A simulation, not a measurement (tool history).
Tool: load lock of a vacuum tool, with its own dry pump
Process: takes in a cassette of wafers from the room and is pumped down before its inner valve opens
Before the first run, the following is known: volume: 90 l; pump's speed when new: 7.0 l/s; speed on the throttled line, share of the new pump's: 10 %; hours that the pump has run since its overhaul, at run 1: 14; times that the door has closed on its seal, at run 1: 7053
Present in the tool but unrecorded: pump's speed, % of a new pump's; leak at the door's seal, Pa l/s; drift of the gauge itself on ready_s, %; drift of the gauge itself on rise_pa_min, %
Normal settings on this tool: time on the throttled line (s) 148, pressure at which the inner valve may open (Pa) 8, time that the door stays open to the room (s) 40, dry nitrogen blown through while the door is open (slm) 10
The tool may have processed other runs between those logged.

| run | day | time on the throttled line (s) | pressure at which the inner valve may open (Pa) | time that the door stays open to the room (s) | dry nitrogen blown through while the door is open (slm) | hours that the pump has run since its overhaul | times that the door has closed on its seal | incoming humidity of the room's air, % | time from the closed door until the inner valve may open (s) | rise of the pressure with all valves shut (Pa/min) |
|---|---|---|---|---|---|---|---|---|---|---|
| 1 | 0 | 148 | 8 | 40 | 10 | 14 | 7053 | 47.1 | 255.9 | 0.015 |
| 2 | 3.288 | 148 | 8 | 83 | 10 | 93 | 7381 | 42.2 | 252.9 | 0.017 |
| 3 | 7.242 | 148 | 8 | 83 | 10 | 188 | 7775 | 44.2 | 255.2 | 0.021 |
| 4 | 10.942 | 148 | 8 | 40 | 5 | 277 | 8144 | 43.4 | 255.8 | 0.015 |
| 5 | 13.538 | 148 | 8 | 40 | 5 | 339 | 8403 | 48.5 | 254.4 | 0.017 |
| 6 | 16.825 | 148 | 8 | 40 | 5 | 418 | 8731 | 44.5 | 254.8 | 0.016 |
| 7 | 21.358 | 148 | 8 | 157 | 5 | 527 | 9184 | 47.4 | 257.7 | 0.035 |
| 8 | 25.417 | 148 | 8 | 157 | 5 | 624 | 9589 | 46.2 | 257.6 | 0.04 |
| 9 | 28.229 | 148 | 8 | 157 | 5 | 692 | 9869 | 44.7 | 254.9 | 0.033 |
| 10 | 32.021 | 148 | 8 | 157 | 5 | 783 | 10248 | 47.8 | 256.1 | 0.042 |
| 11 | 34.292 | 148 | 8 | 40 | 10 | 837 | 10474 | 45.6 | 255.7 | 0.011 |
| 12 | 36.404 | 230 | 8 | 40 | 10 | 888 | 10685 | 43.9 | 325.9 | 0.015 |
| 13 | 38.646 | 148 | 10 | 40 | 10 | 942 | 10909 | 42.5 | 250.6 | 0.014 |
| 14 | 40.571 | 148 | 8 | 40 | 35 | 988 | 11101 | 45.8 | 255.7 | 0.008 |
| 15 | 44.767 | 148 | 8 | 40 | 29 | 1089 | 11519 | 42.6 | 258.6 | 0.011 |
| 16 | 46.942 | 148 | 8 | 40 | 29 | 1141 | 11737 | 45.5 | 256.6 | 0.005 |
| 17 | 51.708 | 148 | 8 | 40 | 29 | 1255 | 12212 | 43.3 | 252.9 | 0.01 |
| 18 | 54.779 | 148 | 16 | 40 | 29 | 1329 | 12519 | 47.3 | 245.9 | 0.014 |
| 19 | 57.2 | 148 | 8 | 40 | 10 | 1387 | 12760 | 43.3 | 254.2 | 0.014 |
| 20 | 60.333 | 87 | 8 | 25 | 10 | 1462 | 13073 | 45.8 | 199.9 | 0.014 |
| 21 | 65.05 | 87 | 8 | 25 | 10 | 1575 | 13543 | 45.5 | 199.8 | 0.013 |
| 22 | 68.929 | 87 | 8 | 25 | 10 | 1669 | 13930 | 47.2 | 199.6 | 0.012 |
| 23 | 71.992 | 185 | 12 | 35 | 16 | 1742 | 14236 | 47.6 | 284.3 | 0.011 |
| 24 | 75.512 | 84 | 7 | 35 | 10 | 1827 | 14587 | 48.4 | 201 | 0.012 |
| 25 | 79.279 | 209 | 9 | 35 | 40 | 1917 | 14963 | 44.9 | 303.1 | 0.009 |
| 26 | 82.796 | 101 | 8 | 35 | 40 | 2001 | 15314 | 44 | 212 | 0.01 |
| 27 | 86.675 | 148 | 12 | 39 | 10 | 2094 | 15701 | 45.8 | 248.2 | 0.015 |
| 28 | 90.946 | 148 | 12 | 39 | 10 | 2197 | 16127 | 43.5 | 248.2 | 0.016 |
| 29 | 93.746 | 148 | 12 | 39 | 10 | 2264 | 16407 | 46.4 | 250.6 | 0.02 |
| 30 | 97.767 | 148 | 12 | 39 | 10 | 2361 | 16808 | 47.5 | 248.3 | 0.012 |
| 31 | 100.292 | 148 | 12 | 57 | 10 | 2421 | 17060 | 44.3 | 249.8 | 0.018 |
| 32 | 104.179 | 148 | 12 | 57 | 10 | 2515 | 17448 | 41.6 | 250.4 | 0.016 |
| 33 | 107.038 | 93 | 8 | 40 | 10 | 2583 | 17733 | 44.7 | 203.5 | 0.018 |
| 34 | 111.346 | 148 | 8 | 40 | 31 | 2687 | 18163 | 47.5 | 252.8 | 0.012 |
| 35 | 115.908 | 169 | 10 | 40 | 31 | 2796 | 18618 | 44.9 | 269.9 | 0.011 |
| 36 | 119.825 | 100 | 9 | 40 | 41 | 2890 | 19009 | 44.4 | 211.5 | 0.006 |
| 37 | 123.225 | 100 | 9 | 40 | 41 | 2972 | 19348 | 48 | 212.9 | 0.009 |
| 38 | 125.5 | 100 | 8 | 40 | 13 | 3026 | 19575 | 47.9 | 215 | 0.015 |

Here are 3 independent what-if runs from the current tool condition. What would each one return?
| A | 128.688 | 100 | 10 | 40 | 13 | 3103 | 19893 | 44.5 | ? | ? |
| B | 128.688 | 148 | 14 | 40 | 10 | 3103 | 19893 | 42.2 | ? | ? |
| C | 128.688 | 100 | 8 | 134 | 13 | 3103 | 19893 | 45.2 | ? | ? |

| run | time from the closed door until the inner valve may open (s) | rise of the pressure with all valves shut (Pa/min) |
|---|---|---|
| A | 208.9 | 0.014 |
| B | 244.3 | 0.007 |
| C | 211.8 | 0.031 |
Had the tool no hidden state, the same runs would have come out as:
| run | time from the closed door until the inner valve may open (s) | rise of the pressure with all valves shut (Pa/min) |
|---|---|---|
| A | 208.9 | 0.013 |
| B | 244.3 | 0.006 |
| C | 211.7 | 0.03 |

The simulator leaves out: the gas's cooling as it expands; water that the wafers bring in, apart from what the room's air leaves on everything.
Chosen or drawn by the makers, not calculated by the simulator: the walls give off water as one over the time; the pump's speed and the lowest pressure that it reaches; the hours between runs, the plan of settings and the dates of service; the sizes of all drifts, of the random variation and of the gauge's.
